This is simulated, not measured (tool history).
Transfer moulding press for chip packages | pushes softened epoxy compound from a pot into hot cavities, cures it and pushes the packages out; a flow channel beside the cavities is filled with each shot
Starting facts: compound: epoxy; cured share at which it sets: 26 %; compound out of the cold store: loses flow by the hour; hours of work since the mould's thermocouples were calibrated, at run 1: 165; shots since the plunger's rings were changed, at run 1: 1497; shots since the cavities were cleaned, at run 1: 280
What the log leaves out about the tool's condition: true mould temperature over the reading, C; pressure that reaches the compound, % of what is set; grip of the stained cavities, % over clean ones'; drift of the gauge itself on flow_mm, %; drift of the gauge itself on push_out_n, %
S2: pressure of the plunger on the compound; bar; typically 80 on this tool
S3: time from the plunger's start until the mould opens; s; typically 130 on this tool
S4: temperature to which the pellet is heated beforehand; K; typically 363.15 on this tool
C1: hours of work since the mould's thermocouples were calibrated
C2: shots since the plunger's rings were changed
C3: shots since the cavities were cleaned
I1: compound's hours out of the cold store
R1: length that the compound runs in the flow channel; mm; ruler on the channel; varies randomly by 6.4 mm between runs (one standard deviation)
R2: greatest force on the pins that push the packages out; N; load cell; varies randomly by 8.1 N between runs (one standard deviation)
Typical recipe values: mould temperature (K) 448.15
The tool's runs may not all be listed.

Run 1, hour 0: usual settings; C1 165; C2 1497; C3 280; I1 9.4. Result: R1 1029 mm, R2 373 N.
Run 2, hour 16.5: usual settings; C1 175; C2 1635; C3 418; I1 16.9. Result: R1 984 mm, R2 345 N.
At hour 27.2: cavities cleaned with cleaning compound and waxed.
Run 3, hour 45.6: usual settings; C1 192; C2 1867; C3 154; I1 20. Result: R1 961 mm, R2 360 N.
Run 4, hour 66.2: usual settings; C1 205; C2 2040; C3 327; I1 23.8. Result: R1 944 mm, R2 369 N.
Run 5, hour 81: usual settings; C1 214; C2 2164; C3 451; I1 31.6. Result: R1 911 mm, R2 358 N.
At hour 87.5: cavities cleaned with cleaning compound and waxed.
Run 6, hour 96.4: usual settings; C1 223; C2 2281; C3 75; I1 19.3. Result: R1 965 mm, R2 357 N.
Run 7, hour 123.3: usual settings but S2 70.7 bar; C1 240; C2 2507; C3 301; I1 36.3. Result: R1 822 mm, R2 365 N.
At hour 147.5: cavities cleaned with cleaning compound and waxed.
Run 8, hour 154: usual settings but S2 70.7 bar; C1 258; C2 2752; C3 55; I1 34.7. Result: R1 839 mm, R2 362 N.
At hour 183.4: plunger's sealing rings changed.
Run 9, hour 186.1: usual settings but mould temperature (K) 442.15; C1 276; C2 22; C3 303; I1 47.8. Result: R1 848 mm, R2 471 N.
Run 10, hour 206.5: usual settings but mould temperature (K) 455.15; C1 289; C2 193; C3 474; I1 25.8. Result: R1 928 mm, R2 308 N.
At hour 210.3: cavities cleaned with cleaning compound and waxed.
Run 11, hour 226.7: usual settings; C1 301; C2 350; C3 138; I1 18. Result: R1 964 mm, R2 364 N.
Run 12, hour 256.1: usual settings; C1 319; C2 597; C3 385; I1 20.8. Result: R1 976 mm, R2 365 N.
At hour 270.6: cavities cleaned with cleaning compound and waxed.
Run 13, hour 277.1: usual settings but S4 357.15 K; C1 331; C2 760; C3 54; I1 21.4. Result: R1 951 mm, R2 355 N.
Run 14, hour 293.7: usual settings; C1 341; C2 900; C3 194; I1 46.9. Result: R1 841 mm, R2 351 N.
Run 15, hour 315.9: usual settings but mould temperature (K) 450.15, S4 368.15 K; C1 355; C2 1087; C3 381; I1 25.7. Result: R1 929 mm, R2 336 N.
At hour 331: cavities cleaned with cleaning compound and waxed.
Run 16, hour 336.8: usual settings but mould temperature (K) 441.15, S2 64.9 bar, S3 137 s, S4 371.15 K; C1 367; C2 1249; C3 48; I1 9.1. Result: R1 937 mm, R2 495 N.
Run 17, hour 354.6: usual settings but mould temperature (K) 452.15, S2 64.9 bar, S3 137 s, S4 371.15 K; C1 378; C2 1399; C3 198; I1 22.5. Result: R1 854 mm, R2 304 N.
Run 18, hour 379.7: usual settings but S2 67.5 bar; C1 394; C2 1609; C3 408; I1 29.8. Result: R1 852 mm, R2 360 N.
At hour 391: cavities cleaned with cleaning compound and waxed.
Run 19, hour 402.5: usual settings but S2 67.5 bar; C1 407; C2 1788; C3 97; I1 35.7. Result: R1 817 mm, R2 361 N.
Run 20, hour 429: usual settings but mould temperature (K) 456.15, S4 368.15 K; C1 424; C2 2010; C3 319; I1 13.3. Result: R1 982 mm, R2 295 N.
At hour 451.4: cavities cleaned with cleaning compound and waxed.
Run 21, hour 458.3: usual settings but mould temperature (K) 456.15, S4 355.15 K; C1 441; C2 2244; C3 58; I1 22. Result: R1 942 mm, R2 295 N.
Run 22, hour 477.1: usual settings but mould temperature (K) 456.15, S4 355.15 K; C1 452; C2 2401; C3 215; I1 32.1. Result: R1 904 mm, R2 306 N.
Run 23, hour 505.2: usual settings but mould temperature (K) 456.15, S4 355.15 K; C1 470; C2 2637; C3 451; I1 39.6. Result: R1 850 mm, R2 297 N.
At hour 511.8: cavities cleaned with cleaning compound and waxed.
Run 24, hour 530.9: usual settings but mould temperature (K) 456.15, S4 355.15 K; C1 485; C2 2840; C3 160; I1 46.6. Result: R1 825 mm, R2 296 N.
At hour 551.1: plunger's sealing rings changed.
Run 25, hour 565.6: usual settings but mould temperature (K) 456.15, S4 355.15 K; C1 505; C2 121; C3 430; I1 41.9. Result: R1 843 mm, R2 299 N.
At hour 575.8: cavities cleaned with cleaning compound and waxed.
Run 26, hour 598.6: usual settings but mould temperature (K) 444.15, S2 68.1 bar, S3 112 s, S4 361.15 K; C1 525; C2 386; C3 191; I1 24.7. Result: R1 868 mm, R2 572 N.
At hour 614.2: mould's thermocouples calibrated.
Run 27, hour 624.9: usual settings but mould temperature (K) 444.15, S2 68.1 bar, S3 112 s, S4 361.15 K; C1 7; C2 590; C3 395; I1 14.7. Result: R1 925 mm, R2 624 N.
At hour 638.2: cavities cleaned with cleaning compound and waxed.
Run 28, hour 653.3: usual settings but mould temperature (K) 444.15, S2 66.1 bar, S3 112 s, S4 372.15 K; C1 23; C2 816; C3 127; I1 9.9. Result: R1 931 mm, R2 611 N.

Alternative continuations, all from the tool just after run 28; predict every row:
Run A, hour 667.2: usual settings but mould temperature (K) 451.15, S2 66.1 bar, S3 149 s, S4 372.15 K; C1 32; C2 932; C3 243; I1 36.4. Result: R1 ?, R2 ?.
Run B, hour 667.2: usual settings but S3 115 s; C1 32; C2 932; C3 243; I1 15.4. Result: R1 ?, R2 ?.
Run C, hour 667.2: usual settings but mould temperature (K) 444.15, S2 67.6 bar, S3 137 s, S4 372.15 K; C1 32; C2 932; C3 243; I1 17.5. Result: R1 ?, R2 ?.
Run D, hour 667.2: usual settings but mould temperature (K) 444.15, S2 66.1 bar, S3 168 s, S4 367.15 K; C1 32; C2 932; C3 243; I1 10.1. Result: R1 ?, R2 ?.

run   R1   R2
  A  806  307
  B  985  437
  C  903  408
  D  928  318
With no hidden state in the tool, these same runs would have given:
run   R1   R2
  A  806  306
  B  986  436
  C  904  406
  D  928  316

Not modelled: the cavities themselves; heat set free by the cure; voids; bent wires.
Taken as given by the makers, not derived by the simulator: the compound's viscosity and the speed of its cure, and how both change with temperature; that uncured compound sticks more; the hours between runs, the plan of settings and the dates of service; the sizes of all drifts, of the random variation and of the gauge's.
